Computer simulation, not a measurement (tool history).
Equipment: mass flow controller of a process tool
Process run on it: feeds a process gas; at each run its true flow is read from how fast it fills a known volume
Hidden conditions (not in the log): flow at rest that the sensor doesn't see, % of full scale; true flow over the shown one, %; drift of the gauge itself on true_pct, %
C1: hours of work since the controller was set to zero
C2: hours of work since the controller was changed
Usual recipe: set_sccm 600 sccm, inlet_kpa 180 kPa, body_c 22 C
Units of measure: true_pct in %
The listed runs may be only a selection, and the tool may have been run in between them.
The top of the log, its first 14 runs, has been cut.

{"run": 15, "hour": 1760.8, "set_sccm": 600, "inlet_kpa": 180, "body_c": 24, "C1": 3554, "C2": 3554, "true_pct": 95.8}
{"run": 16, "hour": 1880.2, "set_sccm": 600, "inlet_kpa": 180, "body_c": 24, "C1": 3634, "C2": 3634, "true_pct": 95.67}
{"run": 17, "hour": 2005.3, "set_sccm": 600, "inlet_kpa": 180, "body_c": 24, "C1": 3718, "C2": 3718, "true_pct": 95.61}
{"run": 18, "hour": 2082.6, "set_sccm": 148, "inlet_kpa": 180, "body_c": 22, "C1": 3769, "C2": 3769, "true_pct": 91.21}
{"run": 19, "hour": 2196.7, "set_sccm": 473, "inlet_kpa": 180, "body_c": 22, "C1": 3846, "C2": 3846, "true_pct": 94.84}
{"run": 20, "hour": 2271.8, "set_sccm": 600, "inlet_kpa": 180, "body_c": 24, "C1": 3896, "C2": 3896, "true_pct": 95.43}
{"run": 21, "hour": 2418.0, "set_sccm": 136, "inlet_kpa": 193, "body_c": 40, "C1": 3994, "C2": 3994, "true_pct": 91.1}
{"run": 22, "hour": 2536.5, "set_sccm": 136, "inlet_kpa": 273, "body_c": 22, "C1": 4073, "C2": 4073, "true_pct": 90.91}
{"run": 23, "hour": 2654.0, "set_sccm": 160, "inlet_kpa": 276, "body_c": 28, "C1": 4152, "C2": 4152, "true_pct": 91.79}
{"hour": 2669.1, "done": "controller's zero set anew"}
{"run": 24, "hour": 2769.1, "set_sccm": 174, "inlet_kpa": 276, "body_c": 33, "C1": 67, "C2": 4228, "true_pct": 89.57}
{"run": 25, "hour": 2870.8, "set_sccm": 412, "inlet_kpa": 271, "body_c": 31, "C1": 135, "C2": 4296, "true_pct": 93.83}
{"run": 26, "hour": 2990.5, "set_sccm": 686, "inlet_kpa": 253, "body_c": 33, "C1": 215, "C2": 4376, "true_pct": 95.67}
{"run": 27, "hour": 3092.1, "set_sccm": 626, "inlet_kpa": 273, "body_c": 35, "C1": 283, "C2": 4444, "true_pct": 95.42}
{"run": 28, "hour": 3254.6, "set_sccm": 626, "inlet_kpa": 273, "body_c": 35, "C1": 392, "C2": 4553, "true_pct": 95.27}
{"run": 29, "hour": 3354.8, "set_sccm": 374, "inlet_kpa": 215, "body_c": 30, "C1": 459, "C2": 4620, "true_pct": 92.67}
{"hour": 3406.4, "done": "controller's zero set anew, once more"}
{"run": 30, "hour": 3524.1, "set_sccm": 382, "inlet_kpa": 143, "body_c": 21, "C1": 79, "C2": 4733, "true_pct": 95.12}

Run 31 comes next. What will it give?
{"run": 31, "hour": 3679.7, "set_sccm": 329, "inlet_kpa": 173, "body_c": 25, "C1": 183, "C2": 4837, "true_pct": "?"}

true_pct: 95.30 %
If the tool had no hidden condition, the same run with the same run-to-run variation would have returned true_pct 98.40 %.
